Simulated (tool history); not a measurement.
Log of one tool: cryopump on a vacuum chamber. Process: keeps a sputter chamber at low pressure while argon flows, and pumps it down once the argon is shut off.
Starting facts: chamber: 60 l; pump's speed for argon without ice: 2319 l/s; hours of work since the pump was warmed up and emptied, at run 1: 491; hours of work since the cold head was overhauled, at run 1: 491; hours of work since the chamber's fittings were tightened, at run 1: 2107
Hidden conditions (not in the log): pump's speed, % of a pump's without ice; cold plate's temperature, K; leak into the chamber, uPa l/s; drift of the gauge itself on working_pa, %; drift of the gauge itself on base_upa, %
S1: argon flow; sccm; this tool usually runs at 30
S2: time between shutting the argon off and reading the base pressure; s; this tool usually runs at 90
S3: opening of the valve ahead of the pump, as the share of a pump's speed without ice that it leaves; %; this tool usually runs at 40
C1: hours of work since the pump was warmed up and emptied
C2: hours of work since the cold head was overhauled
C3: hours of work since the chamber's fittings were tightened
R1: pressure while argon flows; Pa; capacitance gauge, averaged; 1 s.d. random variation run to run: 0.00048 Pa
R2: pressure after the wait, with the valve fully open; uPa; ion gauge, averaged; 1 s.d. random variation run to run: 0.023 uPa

{"run": 1, "hour": 0.0, "S1": 30, "S2": 90, "S3": 40, "C1": 491, "C2": 491, "C3": 2107, "R1": 0.0585, "R2": 1.82}
{"run": 2, "hour": 58.9, "S1": 30, "S2": 90, "S3": 40, "C1": 519, "C2": 519, "C3": 2135, "R1": 0.059, "R2": 1.84}
{"run": 3, "hour": 87.7, "S1": 30, "S2": 90, "S3": 40, "C1": 533, "C2": 533, "C3": 2148, "R1": 0.0585, "R2": 1.83}
{"run": 4, "hour": 116.1, "S1": 30, "S2": 90, "S3": 40, "C1": 546, "C2": 546, "C3": 2162, "R1": 0.0591, "R2": 1.78}
{"run": 5, "hour": 155.5, "S1": 30, "S2": 90, "S3": 40, "C1": 564, "C2": 564, "C3": 2180, "R1": 0.058, "R2": 1.8}
{"run": 6, "hour": 189.8, "S1": 15, "S2": 90, "S3": 40, "C1": 580, "C2": 580, "C3": 2196, "R1": 0.0299, "R2": 1.8}
{"run": 7, "hour": 222.1, "S1": 15, "S2": 90, "S3": 40, "C1": 595, "C2": 595, "C3": 2211, "R1": 0.0294, "R2": 1.91}
{"run": 8, "hour": 273.1, "S1": 15, "S2": 90, "S3": 40, "C1": 619, "C2": 619, "C3": 2235, "R1": 0.0293, "R2": 1.87}
{"run": 9, "hour": 318.6, "S1": 30, "S2": 90, "S3": 40, "C1": 641, "C2": 641, "C3": 2257, "R1": 0.0592, "R2": 1.92}
{"run": 10, "hour": 371.7, "S1": 30, "S2": 90, "S3": 16, "C1": 666, "C2": 666, "C3": 2281, "R1": 0.1421, "R2": 1.93}
{"run": 11, "hour": 410.0, "S1": 30, "S2": 90, "S3": 16, "C1": 683, "C2": 683, "C3": 2299, "R1": 0.1423, "R2": 1.99}
{"run": 12, "hour": 468.8, "S1": 30, "S2": 90, "S3": 44, "C1": 711, "C2": 711, "C3": 2327, "R1": 0.0557, "R2": 1.99}
{"run": 13, "hour": 495.3, "S1": 30, "S2": 89, "S3": 40, "C1": 723, "C2": 723, "C3": 2339, "R1": 0.061, "R2": 2.07}
{"run": 14, "hour": 538.0, "S1": 30, "S2": 89, "S3": 40, "C1": 743, "C2": 743, "C3": 2359, "R1": 0.0607, "R2": 2.06}
{"run": 15, "hour": 580.3, "S1": 32, "S2": 186, "S3": 28, "C1": 763, "C2": 763, "C3": 2379, "R1": 0.0899, "R2": 1.71}
{"run": 16, "hour": 636.1, "S1": 32, "S2": 186, "S3": 28, "C1": 789, "C2": 789, "C3": 2405, "R1": 0.0895, "R2": 1.77}
{"run": 17, "hour": 663.9, "S1": 51, "S2": 244, "S3": 28, "C1": 802, "C2": 802, "C3": 2418, "R1": 0.1448, "R2": 1.67}
{"run": 18, "hour": 710.2, "S1": 30, "S2": 39, "S3": 51, "C1": 824, "C2": 824, "C3": 2440, "R1": 0.0504, "R2": 2.98}
{"run": 19, "hour": 751.8, "S1": 54, "S2": 41, "S3": 48, "C1": 844, "C2": 844, "C3": 2459, "R1": 0.0938, "R2": 2.81}
{"run": 20, "hour": 781.8, "S1": 54, "S2": 41, "S3": 48, "C1": 858, "C2": 858, "C3": 2473, "R1": 0.0942, "R2": 2.85}
{"run": 21, "hour": 818.3, "S1": 54, "S2": 41, "S3": 48, "C1": 875, "C2": 875, "C3": 2491, "R1": 0.0948, "R2": 2.93}
{"run": 22, "hour": 844.0, "S1": 54, "S2": 26, "S3": 48, "C1": 887, "C2": 887, "C3": 2503, "R1": 0.0946, "R2": 3.68}
{"run": 23, "hour": 892.4, "S1": 28, "S2": 88, "S3": 43, "C1": 909, "C2": 909, "C3": 2525, "R1": 0.0538, "R2": 2.22}
{"run": 24, "hour": 918.6, "S1": 28, "S2": 88, "S3": 43, "C1": 922, "C2": 922, "C3": 2538, "R1": 0.0552, "R2": 2.26}
{"run": 25, "hour": 949.3, "S1": 28, "S2": 88, "S3": 43, "C1": 936, "C2": 936, "C3": 2552, "R1": 0.0548, "R2": 2.2}
{"hour": 979.1, "done": "pump warmed up, emptied and cooled again"}
{"run": 26, "hour": 1007.9, "S1": 28, "S2": 88, "S3": 43, "C1": 13, "C2": 961, "C3": 2577, "R1": 0.0478, "R2": 1.89}
{"run": 27, "hour": 1048.1, "S1": 28, "S2": 63, "S3": 20, "C1": 32, "C2": 980, "C3": 2596, "R1": 0.101, "R2": 2.11}

Consider 3 possible next runs. They are alternatives, not a sequence: every one starts from the tool as it was left by run 27. What does each give?
{"run": "A", "hour": 1078.5, "S1": 24, "S2": 48, "S3": 19, "C1": 47, "C2": 994, "C3": 2610, "R1": "?", "R2": "?"}
{"run": "B", "hour": 1078.5, "S1": 41, "S2": 86, "S3": 24, "C1": 47, "C2": 994, "C3": 2610, "R1": "?", "R2": "?"}
{"run": "C", "hour": 1078.5, "S1": 17, "S2": 122, "S3": 16, "C1": 47, "C2": 994, "C3": 2610, "R1": "?", "R2": "?"}

run=A R1=0.0928 R2=2.43
run=B R1=0.1264 R2=1.90
run=C R1=0.0790 R2=1.70
With the hidden condition removed and each run's random variation left untouched, the same runs would have given:
run=A R1=0.0924 R2=1.34
run=B R1=0.1258 R2=0.81
run=C R1=0.0787 R2=0.61
